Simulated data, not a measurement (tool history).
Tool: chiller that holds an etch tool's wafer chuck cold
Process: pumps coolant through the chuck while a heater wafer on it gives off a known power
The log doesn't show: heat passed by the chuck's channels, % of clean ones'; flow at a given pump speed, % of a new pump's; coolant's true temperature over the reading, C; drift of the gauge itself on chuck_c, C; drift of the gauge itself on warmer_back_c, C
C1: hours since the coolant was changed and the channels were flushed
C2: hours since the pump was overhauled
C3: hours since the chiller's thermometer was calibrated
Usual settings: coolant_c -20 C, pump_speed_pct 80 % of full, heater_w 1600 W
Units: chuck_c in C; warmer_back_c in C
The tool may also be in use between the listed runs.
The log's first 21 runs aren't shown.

run 22 hour=1562.6 | coolant_c=-25 pump_speed_pct=98 heater_w=906 | C1=3320 C2=4876 C3=498 | chuck_c=-18.35 warmer_back_c=1.93
run 23 hour=1610.1 | coolant_c=-25 pump_speed_pct=98 heater_w=1650 | C1=3368 C2=4923 C3=546 | chuck_c=-12.96 warmer_back_c=3.54
-- hour=1692.0 coolant changed, channels flushed
run 24 hour=1716.2 | coolant_c=-20 pump_speed_pct=73 heater_w=1702 | C1=24 C2=5023 C3=646 | chuck_c=-6.09 warmer_back_c=4.95
run 25 hour=1810.3 | coolant_c=-20 pump_speed_pct=73 heater_w=1702 | C1=118 C2=5117 C3=740 | chuck_c=-5.95 warmer_back_c=4.99
run 26 hour=1878.8 | coolant_c=-20 pump_speed_pct=73 heater_w=1702 | C1=187 C2=5186 C3=809 | chuck_c=-5.98 warmer_back_c=4.99
run 27 hour=1931.7 | coolant_c=-20 pump_speed_pct=73 heater_w=1702 | C1=240 C2=5239 C3=861 | chuck_c=-5.96 warmer_back_c=4.97
run 28 hour=2017.2 | coolant_c=-20 pump_speed_pct=73 heater_w=1702 | C1=325 C2=5324 C3=947 | chuck_c=-6.08 warmer_back_c=4.97
run 29 hour=2066.6 | coolant_c=-20 pump_speed_pct=73 heater_w=1702 | C1=375 C2=5374 C3=996 | chuck_c=-5.94 warmer_back_c=5.04
run 30 hour=2127.1 | coolant_c=-21 pump_speed_pct=64 heater_w=1702 | C1=435 C2=5434 C3=1057 | chuck_c=-5.59 warmer_back_c=5.76

Forecast each of these 3 alternatives for the next run:
-- hour=2153.8 coolant pump overhauled
run A hour=2196.1 | coolant_c=-22 pump_speed_pct=80 heater_w=1600 | C1=499 C2=42 C3=1121 | chuck_c=? warmer_back_c=?
-- hour=2153.8 coolant pump overhauled
run B hour=2196.1 | coolant_c=-13 pump_speed_pct=80 heater_w=1647 | C1=499 C2=42 C3=1121 | chuck_c=? warmer_back_c=?
-- hour=2153.8 coolant pump overhauled
run C hour=2196.1 | coolant_c=-21 pump_speed_pct=76 heater_w=1702 | C1=499 C2=42 C3=1121 | chuck_c=? warmer_back_c=?

run=A chuck_c=-10.79 warmer_back_c=3.55
run=B chuck_c=-1.59 warmer_back_c=3.70
run=C chuck_c=-8.59 warmer_back_c=3.96
Without the tool's hidden state the same runs would have given:
run=A chuck_c=-10.81 warmer_back_c=3.53
run=B chuck_c=-1.62 warmer_back_c=3.68
run=C chuck_c=-8.64 warmer_back_c=3.94

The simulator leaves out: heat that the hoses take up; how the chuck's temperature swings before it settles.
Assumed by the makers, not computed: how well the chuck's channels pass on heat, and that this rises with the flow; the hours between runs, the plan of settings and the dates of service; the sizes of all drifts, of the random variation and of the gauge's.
